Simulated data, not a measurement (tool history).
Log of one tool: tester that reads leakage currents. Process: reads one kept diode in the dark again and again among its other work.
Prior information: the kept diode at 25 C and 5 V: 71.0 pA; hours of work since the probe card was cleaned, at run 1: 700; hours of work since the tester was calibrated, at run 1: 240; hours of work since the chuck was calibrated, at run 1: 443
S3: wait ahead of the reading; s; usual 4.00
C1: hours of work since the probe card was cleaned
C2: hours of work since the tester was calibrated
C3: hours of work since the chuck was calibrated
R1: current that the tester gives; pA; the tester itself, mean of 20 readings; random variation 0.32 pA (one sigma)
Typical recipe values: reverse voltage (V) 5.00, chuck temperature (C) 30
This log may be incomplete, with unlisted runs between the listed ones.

run 1 hour=0.0 | reverse_voltage_(V)=5.00 chuck_temperature_(C)=30 S3=4.00 | C1=700 C2=240 C3=443 | R1=115.54
run 2 hour=18.1 | reverse_voltage_(V)=5.00 chuck_temperature_(C)=30 S3=4.00 | C1=708 C2=248 C3=451 | R1=116.00
run 3 hour=32.6 | reverse_voltage_(V)=5.00 chuck_temperature_(C)=30 S3=4.00 | C1=715 C2=255 C3=457 | R1=116.10
run 4 hour=52.6 | reverse_voltage_(V)=5.00 chuck_temperature_(C)=30 S3=4.00 | C1=724 C2=263 C3=466 | R1=116.05
run 5 hour=68.6 | reverse_voltage_(V)=5.00 chuck_temperature_(C)=30 S3=4.00 | C1=731 C2=271 C3=473 | R1=116.66
run 6 hour=85.1 | reverse_voltage_(V)=5.00 chuck_temperature_(C)=47 S3=4.00 | C1=738 C2=278 C3=480 | R1=381.77
run 7 hour=111.1 | reverse_voltage_(V)=5.00 chuck_temperature_(C)=56 S3=4.00 | C1=749 C2=289 C3=492 | R1=687.58
run 8 hour=125.0 | reverse_voltage_(V)=5.00 chuck_temperature_(C)=56 S3=4.00 | C1=755 C2=295 C3=498 | R1=689.31
run 9 hour=139.7 | reverse_voltage_(V)=5.00 chuck_temperature_(C)=56 S3=4.00 | C1=762 C2=302 C3=504 | R1=690.10
run 10 hour=164.2 | reverse_voltage_(V)=5.00 chuck_temperature_(C)=56 S3=4.00 | C1=773 C2=313 C3=515 | R1=691.69
run 11 hour=184.0 | reverse_voltage_(V)=5.00 chuck_temperature_(C)=56 S3=4.00 | C1=781 C2=321 C3=524 | R1=688.63
run 12 hour=210.4 | reverse_voltage_(V)=5.00 chuck_temperature_(C)=46 S3=4.00 | C1=793 C2=333 C3=535 | R1=361.79
run 13 hour=236.3 | reverse_voltage_(V)=5.00 chuck_temperature_(C)=46 S3=4.00 | C1=805 C2=345 C3=547 | R1=360.29
run 14 hour=251.8 | reverse_voltage_(V)=5.00 chuck_temperature_(C)=46 S3=4.00 | C1=811 C2=351 C3=554 | R1=361.08
run 15 hour=267.3 | reverse_voltage_(V)=5.00 chuck_temperature_(C)=46 S3=4.00 | C1=818 C2=358 C3=561 | R1=363.10
run 16 hour=291.5 | reverse_voltage_(V)=5.00 chuck_temperature_(C)=46 S3=4.00 | C1=829 C2=369 C3=571 | R1=361.72
run 17 hour=304.0 | reverse_voltage_(V)=5.00 chuck_temperature_(C)=47 S3=4.00 | C1=834 C2=374 C3=577 | R1=386.31
run 18 hour=323.7 | reverse_voltage_(V)=4.69 chuck_temperature_(C)=47 S3=4.00 | C1=843 C2=383 C3=585 | R1=371.92
run 19 hour=346.7 | reverse_voltage_(V)=4.69 chuck_temperature_(C)=47 S3=3.00 | C1=853 C2=393 C3=596 | R1=375.22
run 20 hour=361.5 | reverse_voltage_(V)=5.00 chuck_temperature_(C)=30 S3=0.53 | C1=860 C2=400 C3=602 | R1=121.72
run 21 hour=386.4 | reverse_voltage_(V)=5.00 chuck_temperature_(C)=26 S3=4.00 | C1=871 C2=411 C3=613 | R1=89.08
run 22 hour=408.8 | reverse_voltage_(V)=5.00 chuck_temperature_(C)=28 S3=4.00 | C1=881 C2=421 C3=623 | R1=103.67
run 23 hour=429.5 | reverse_voltage_(V)=5.00 chuck_temperature_(C)=28 S3=4.00 | C1=890 C2=430 C3=632 | R1=102.89
run 24 hour=453.7 | reverse_voltage_(V)=5.00 chuck_temperature_(C)=28 S3=4.00 | C1=900 C2=440 C3=643 | R1=103.44
run 25 hour=481.0 | reverse_voltage_(V)=5.00 chuck_temperature_(C)=28 S3=4.00 | C1=912 C2=452 C3=655 | R1=103.57
run 26 hour=502.1 | reverse_voltage_(V)=2.88 chuck_temperature_(C)=28 S3=4.00 | C1=922 C2=462 C3=664 | R1=74.96
run 27 hour=528.0 | reverse_voltage_(V)=8.29 chuck_temperature_(C)=33 S3=0.72 | C1=933 C2=473 C3=676 | R1=204.82
run 28 hour=543.3 | reverse_voltage_(V)=8.29 chuck_temperature_(C)=33 S3=0.72 | C1=940 C2=480 C3=682 | R1=205.22
run 29 hour=573.4 | reverse_voltage_(V)=6.84 chuck_temperature_(C)=32 S3=6.69 | C1=953 C2=493 C3=696 | R1=167.61
run 30 hour=586.8 | reverse_voltage_(V)=6.84 chuck_temperature_(C)=32 S3=6.69 | C1=959 C2=499 C3=701 | R1=167.82
run 31 hour=607.9 | reverse_voltage_(V)=6.84 chuck_temperature_(C)=32 S3=6.69 | C1=968 C2=508 C3=711 | R1=168.10
run 32 hour=637.1 | reverse_voltage_(V)=6.84 chuck_temperature_(C)=32 S3=6.69 | C1=981 C2=521 C3=724 | R1=168.63
run 33 hour=650.5 | reverse_voltage_(V)=6.84 chuck_temperature_(C)=32 S3=6.69 | C1=987 C2=527 C3=730 | R1=168.37
run 34 hour=664.6 | reverse_voltage_(V)=11.69 chuck_temperature_(C)=43 S3=0.49 | C1=993 C2=533 C3=736 | R1=504.49
run 35 hour=690.1 | reverse_voltage_(V)=11.69 chuck_temperature_(C)=43 S3=0.49 | C1=1005 C2=545 C3=747 | R1=503.39
run 36 hour=711.3 | reverse_voltage_(V)=11.69 chuck_temperature_(C)=43 S3=0.49 | C1=1014 C2=554 C3=756 | R1=503.23
run 37 hour=739.7 | reverse_voltage_(V)=2.72 chuck_temperature_(C)=43 S3=2.84 | C1=1027 C2=567 C3=769 | R1=212.93
run 38 hour=762.0 | reverse_voltage_(V)=2.72 chuck_temperature_(C)=43 S3=2.84 | C1=1036 C2=576 C3=779 | R1=213.85
run 39 hour=787.2 | reverse_voltage_(V)=5.00 chuck_temperature_(C)=30 S3=0.68 | C1=1048 C2=587 C3=790 | R1=124.25

Results per run with the tool's hidden condition removed, run-to-run variation unchanged:
Hidden state present: stray current of the dirty probe card, pA a volt; current scale over the true one, %; true chuck temperature over the reading, C; drift of the gauge itself on leakage_pa, %.
run=1 R1=104.73
run=2 R1=105.02
run=3 R1=105.01
run=4 R1=104.80
run=5 R1=105.24
run=6 R1=354.16
run=7 R1=641.92
run=8 R1=643.02
run=9 R1=643.26
run=10 R1=643.94
run=11 R1=640.37
run=12 R1=332.80
run=13 R1=330.94
run=14 R1=331.35
run=15 R1=332.93
run=16 R1=331.19
run=17 R1=353.90
run=18 R1=340.42
run=19 R1=343.07
run=20 R1=107.80
run=21 R1=77.37
run=22 R1=90.60
run=23 R1=89.76
run=24 R1=90.08
run=25 R1=90.02
run=26 R1=65.64
run=27 R1=179.52
run=28 R1=179.68
run=29 R1=146.03
run=30 R1=146.08
run=31 R1=146.08
run=32 R1=146.24
run=33 R1=145.87
run=34 R1=448.02
run=35 R1=446.40
run=36 R1=445.73
run=37 R1=189.98
run=38 R1=190.54
run=39 R1=106.72

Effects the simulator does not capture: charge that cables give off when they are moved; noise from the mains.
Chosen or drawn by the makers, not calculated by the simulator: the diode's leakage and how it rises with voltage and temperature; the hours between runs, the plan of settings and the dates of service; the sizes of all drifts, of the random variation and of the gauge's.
